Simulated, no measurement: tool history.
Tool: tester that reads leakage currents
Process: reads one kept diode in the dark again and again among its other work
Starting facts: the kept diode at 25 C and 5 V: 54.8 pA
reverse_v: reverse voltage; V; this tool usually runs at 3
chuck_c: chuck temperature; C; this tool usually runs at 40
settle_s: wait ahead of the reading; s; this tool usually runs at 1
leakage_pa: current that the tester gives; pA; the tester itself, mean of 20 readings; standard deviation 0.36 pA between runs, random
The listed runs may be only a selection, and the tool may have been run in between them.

| run | hour | reverse_v | chuck_c | settle_s | leakage_pa |
|---|---|---|---|---|---|
| 1 | 0 | 3 | 40 | 1 | 119.64 |
| 2 | 43.5 | 3 | 40 | 1 | 118.84 |
| 3 | 66.9 | 3 | 40 | 1 | 119.18 |
| 4 | 93.5 | 3 | 40 | 1 | 118.96 |
| 5 | 117.8 | 3 | 40 | 1 | 119.41 |
| 6 | 142.3 | 3 | 40 | 1 | 119.89 |
| 7 | 182.5 | 3 | 40 | 1 | 119.3 |
| 8 | 215 | 3 | 40 | 0.32 | 119.88 |
| 9 | 248.6 | 3 | 40 | 6.63 | 118.93 |
| 10 | 288.5 | 3 | 40 | 6.63 | 118.7 |
| 11 | 317.2 | 3 | 40 | 7.99 | 119.52 |
| 12 | 367.4 | 3 | 40 | 1 | 119.55 |
| 13 | 402.6 | 3 | 40 | 1 | 119.07 |
| 14 | 451 | 3 | 40 | 1.38 | 118.71 |
| 15 | 488.9 | 3 | 40 | 1.38 | 119.49 |
| 16 | 530.2 | 2.55 | 40 | 3.77 | 108.12 |
| 17 | 571 | 7.92 | 54 | 1.11 | 514.4 |
| 18 | 597.6 | 3 | 25 | 5.82 | 41.75 |
| 19 | 645 | 3 | 25 | 5.82 | 41.85 |
| 20 | 677.4 | 8.04 | 25 | 5.82 | 74.8 |
| 21 | 713.2 | 7.31 | 59 | 5.82 | 664.73 |
| 22 | 749 | 7.31 | 59 | 5.82 | 661.44 |
| 23 | 796.2 | 2.31 | 23 | 0.39 | 31.67 |
| 24 | 847.7 | 1.91 | 47 | 2.26 | 146.6 |
| 25 | 874.5 | 3 | 40 | 0.34 | 120.23 |
| 26 | 911.6 | 10.12 | 40 | 6 | 240.81 |
| 27 | 934.9 | 6.98 | 28 | 7.2 | 85.85 |
| 28 | 955.7 | 1.24 | 40 | 0.43 | 71.91 |
| 29 | 988 | 1.37 | 40 | 5.46 | 75.51 |
| 30 | 1033.8 | 2.3 | 59 | 8.69 | 341.3 |

The same runs without the tool's hidden state, with the same run-to-run variation:
Hidden state at play: stray current of the dirty probe card, pA a volt; current scale over the true one, %; true chuck temperature over the reading, C; drift of the gauge itself on leakage_pa, %.
| run | leakage_pa |
|---|---|
| 1 | 119.56 |
| 2 | 118.76 |
| 3 | 119.11 |
| 4 | 118.88 |
| 5 | 119.34 |
| 6 | 119.81 |
| 7 | 119.22 |
| 8 | 119.81 |
| 9 | 118.86 |
| 10 | 118.62 |
| 11 | 119.43 |
| 12 | 119.47 |
| 13 | 118.99 |
| 14 | 118.64 |
| 15 | 119.42 |
| 16 | 108.12 |
| 17 | 515.45 |
| 18 | 41.04 |
| 19 | 41.1 |
| 20 | 72.27 |
| 21 | 667.56 |
| 22 | 664.41 |
| 23 | 30.96 |
| 24 | 147.33 |
| 25 | 120.17 |
| 26 | 238.51 |
| 27 | 83.25 |
| 28 | 72.19 |
| 29 | 75.79 |
| 30 | 344.28 |
